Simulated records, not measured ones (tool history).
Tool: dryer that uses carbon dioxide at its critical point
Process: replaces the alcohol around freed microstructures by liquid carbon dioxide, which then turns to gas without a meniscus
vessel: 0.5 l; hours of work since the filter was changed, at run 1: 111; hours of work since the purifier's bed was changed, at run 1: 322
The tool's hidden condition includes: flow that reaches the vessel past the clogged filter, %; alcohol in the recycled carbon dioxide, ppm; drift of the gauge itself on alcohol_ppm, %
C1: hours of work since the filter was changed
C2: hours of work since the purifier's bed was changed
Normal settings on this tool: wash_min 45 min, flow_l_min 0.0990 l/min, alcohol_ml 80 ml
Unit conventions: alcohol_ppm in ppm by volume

{"run": 1, "day": 0.0, "wash_min": 45, "flow_l_min": 0.099, "alcohol_ml": 80, "C1": 111, "C2": 322, "alcohol_ppm": 79}
{"run": 2, "day": 0.708, "wash_min": 45, "flow_l_min": 0.099, "alcohol_ml": 80, "C1": 123, "C2": 335, "alcohol_ppm": 83}
{"run": 3, "day": 1.338, "wash_min": 42, "flow_l_min": 0.099, "alcohol_ml": 80, "C1": 134, "C2": 346, "alcohol_ppm": 126}
{"run": 4, "day": 2.283, "wash_min": 42, "flow_l_min": 0.099, "alcohol_ml": 27, "C1": 151, "C2": 362, "alcohol_ppm": 62}
{"run": 5, "day": 2.829, "wash_min": 50, "flow_l_min": 0.099, "alcohol_ml": 80, "C1": 160, "C2": 372, "alcohol_ppm": 72}
{"run": 6, "day": 3.679, "wash_min": 45, "flow_l_min": 0.099, "alcohol_ml": 80, "C1": 175, "C2": 386, "alcohol_ppm": 102}
{"run": 7, "day": 4.679, "wash_min": 45, "flow_l_min": 0.0921, "alcohol_ml": 80, "C1": 192, "C2": 404, "alcohol_ppm": 144}
{"run": 8, "day": 5.283, "wash_min": 45, "flow_l_min": 0.099, "alcohol_ml": 80, "C1": 203, "C2": 414, "alcohol_ppm": 111}
{"run": 9, "day": 5.925, "wash_min": 45, "flow_l_min": 0.099, "alcohol_ml": 80, "C1": 214, "C2": 425, "alcohol_ppm": 106}
{"run": 10, "day": 6.421, "wash_min": 45, "flow_l_min": 0.099, "alcohol_ml": 80, "C1": 223, "C2": 434, "alcohol_ppm": 120}
{"run": 11, "day": 6.908, "wash_min": 45, "flow_l_min": 0.099, "alcohol_ml": 80, "C1": 231, "C2": 442, "alcohol_ppm": 117}
{"run": 12, "day": 7.929, "wash_min": 45, "flow_l_min": 0.099, "alcohol_ml": 67, "C1": 249, "C2": 460, "alcohol_ppm": 105}
{"run": 13, "day": 8.638, "wash_min": 45, "flow_l_min": 0.099, "alcohol_ml": 67, "C1": 261, "C2": 473, "alcohol_ppm": 109}
{"run": 14, "day": 9.662, "wash_min": 45, "flow_l_min": 0.0755, "alcohol_ml": 67, "C1": 279, "C2": 490, "alcohol_ppm": 433}
{"run": 15, "day": 10.333, "wash_min": 45, "flow_l_min": 0.0755, "alcohol_ml": 67, "C1": 291, "C2": 502, "alcohol_ppm": 433}
{"run": 16, "day": 10.946, "wash_min": 45, "flow_l_min": 0.0755, "alcohol_ml": 67, "C1": 301, "C2": 513, "alcohol_ppm": 451}
{"run": 17, "day": 11.504, "wash_min": 45, "flow_l_min": 0.0755, "alcohol_ml": 67, "C1": 311, "C2": 522, "alcohol_ppm": 470}
{"run": 18, "day": 12.208, "wash_min": 45, "flow_l_min": 0.0755, "alcohol_ml": 67, "C1": 323, "C2": 535, "alcohol_ppm": 457}
{"run": 19, "day": 13.167, "wash_min": 45, "flow_l_min": 0.0755, "alcohol_ml": 67, "C1": 340, "C2": 551, "alcohol_ppm": 487}
{"run": 20, "day": 13.588, "wash_min": 45, "flow_l_min": 0.0755, "alcohol_ml": 67, "C1": 347, "C2": 559, "alcohol_ppm": 477}
{"run": 21, "day": 14.429, "wash_min": 45, "flow_l_min": 0.0755, "alcohol_ml": 67, "C1": 362, "C2": 573, "alcohol_ppm": 507}
{"run": 22, "day": 15.108, "wash_min": 45, "flow_l_min": 0.099, "alcohol_ml": 80, "C1": 374, "C2": 585, "alcohol_ppm": 156}
{"run": 23, "day": 15.896, "wash_min": 45, "flow_l_min": 0.099, "alcohol_ml": 50, "C1": 387, "C2": 599, "alcohol_ppm": 136}
{"run": 24, "day": 16.729, "wash_min": 45, "flow_l_min": 0.099, "alcohol_ml": 50, "C1": 402, "C2": 613, "alcohol_ppm": 119}
{"run": 25, "day": 17.325, "wash_min": 45, "flow_l_min": 0.0962, "alcohol_ml": 33, "C1": 412, "C2": 624, "alcohol_ppm": 126}
{"run": 26, "day": 17.892, "wash_min": 45, "flow_l_min": 0.1256, "alcohol_ml": 37, "C1": 422, "C2": 634, "alcohol_ppm": 81}
{"run": 27, "day": 18.762, "wash_min": 45, "flow_l_min": 0.0667, "alcohol_ml": 25, "C1": 437, "C2": 649, "alcohol_ppm": 439}
{"run": 28, "day": 19.3, "wash_min": 53, "flow_l_min": 0.064, "alcohol_ml": 82, "C1": 447, "C2": 658, "alcohol_ppm": 715}
{"run": 29, "day": 20.317, "wash_min": 53, "flow_l_min": 0.064, "alcohol_ml": 82, "C1": 464, "C2": 676, "alcohol_ppm": 757}
{"run": 30, "day": 20.746, "wash_min": 53, "flow_l_min": 0.064, "alcohol_ml": 82, "C1": 472, "C2": 683, "alcohol_ppm": 745}
{"run": 31, "day": 21.188, "wash_min": 30, "flow_l_min": 0.064, "alcohol_ml": 82, "C1": 480, "C2": 691, "alcohol_ppm": 7403}
{"run": 32, "day": 21.621, "wash_min": 44, "flow_l_min": 0.1241, "alcohol_ml": 80, "C1": 487, "C2": 698, "alcohol_ppm": 93}
{"run": 33, "day": 22.275, "wash_min": 44, "flow_l_min": 0.0605, "alcohol_ml": 81, "C1": 498, "C2": 710, "alcohol_ppm": 2382}
{"run": 34, "day": 22.75, "wash_min": 61, "flow_l_min": 0.1628, "alcohol_ml": 24, "C1": 507, "C2": 718, "alcohol_ppm": 92}
{"run": 35, "day": 23.329, "wash_min": 61, "flow_l_min": 0.1628, "alcohol_ml": 24, "C1": 517, "C2": 728, "alcohol_ppm": 91}
{"run": 36, "day": 23.762, "wash_min": 61, "flow_l_min": 0.1628, "alcohol_ml": 24, "C1": 524, "C2": 736, "alcohol_ppm": 99}
{"run": 37, "day": 24.379, "wash_min": 29, "flow_l_min": 0.1628, "alcohol_ml": 60, "C1": 535, "C2": 746, "alcohol_ppm": 134}
{"run": 38, "day": 25.046, "wash_min": 32, "flow_l_min": 0.0737, "alcohol_ml": 60, "C1": 547, "C2": 758, "alcohol_ppm": 2868}
{"run": 39, "day": 25.588, "wash_min": 64, "flow_l_min": 0.1097, "alcohol_ml": 80, "C1": 556, "C2": 767, "alcohol_ppm": 93}
{"day": 26.367, "done": "inlet filter changed"}
{"run": 40, "day": 26.542, "wash_min": 45, "flow_l_min": 0.1505, "alcohol_ml": 80, "C1": 3, "C2": 783, "alcohol_ppm": 98}
{"run": 41, "day": 27.171, "wash_min": 45, "flow_l_min": 0.1505, "alcohol_ml": 80, "C1": 14, "C2": 794, "alcohol_ppm": 98}
{"run": 42, "day": 28.067, "wash_min": 50, "flow_l_min": 0.1146, "alcohol_ml": 40, "C1": 30, "C2": 810, "alcohol_ppm": 100}
{"run": 43, "day": 28.604, "wash_min": 50, "flow_l_min": 0.1146, "alcohol_ml": 40, "C1": 39, "C2": 819, "alcohol_ppm": 105}
{"run": 44, "day": 29.425, "wash_min": 50, "flow_l_min": 0.1146, "alcohol_ml": 40, "C1": 53, "C2": 833, "alcohol_ppm": 97}
{"run": 45, "day": 30.129, "wash_min": 50, "flow_l_min": 0.1146, "alcohol_ml": 40, "C1": 65, "C2": 846, "alcohol_ppm": 111}
{"run": 46, "day": 30.571, "wash_min": 50, "flow_l_min": 0.1146, "alcohol_ml": 40, "C1": 73, "C2": 853, "alcohol_ppm": 100}
{"run": 47, "day": 31.188, "wash_min": 45, "flow_l_min": 0.1196, "alcohol_ml": 20, "C1": 84, "C2": 864, "alcohol_ppm": 104}

Below are 3 alternative next runs, each starting from the tool's condition after run 47. Predict each:
{"run": "A", "day": 31.912, "wash_min": 45, "flow_l_min": 0.099, "alcohol_ml": 26, "C1": 96, "C2": 877, "alcohol_ppm": "?"}
{"run": "B", "day": 31.912, "wash_min": 44, "flow_l_min": 0.1196, "alcohol_ml": 55, "C1": 96, "C2": 877, "alcohol_ppm": "?"}
{"run": "C", "day": 31.912, "wash_min": 45, "flow_l_min": 0.0604, "alcohol_ml": 80, "C1": 96, "C2": 877, "alcohol_ppm": "?"}

run=A alcohol_ppm=126
run=B alcohol_ppm=115
run=C alcohol_ppm=1236
What these runs would have given with no unlogged condition in the tool:
run=A alcohol_ppm=21
run=B alcohol_ppm=9
run=C alcohol_ppm=981
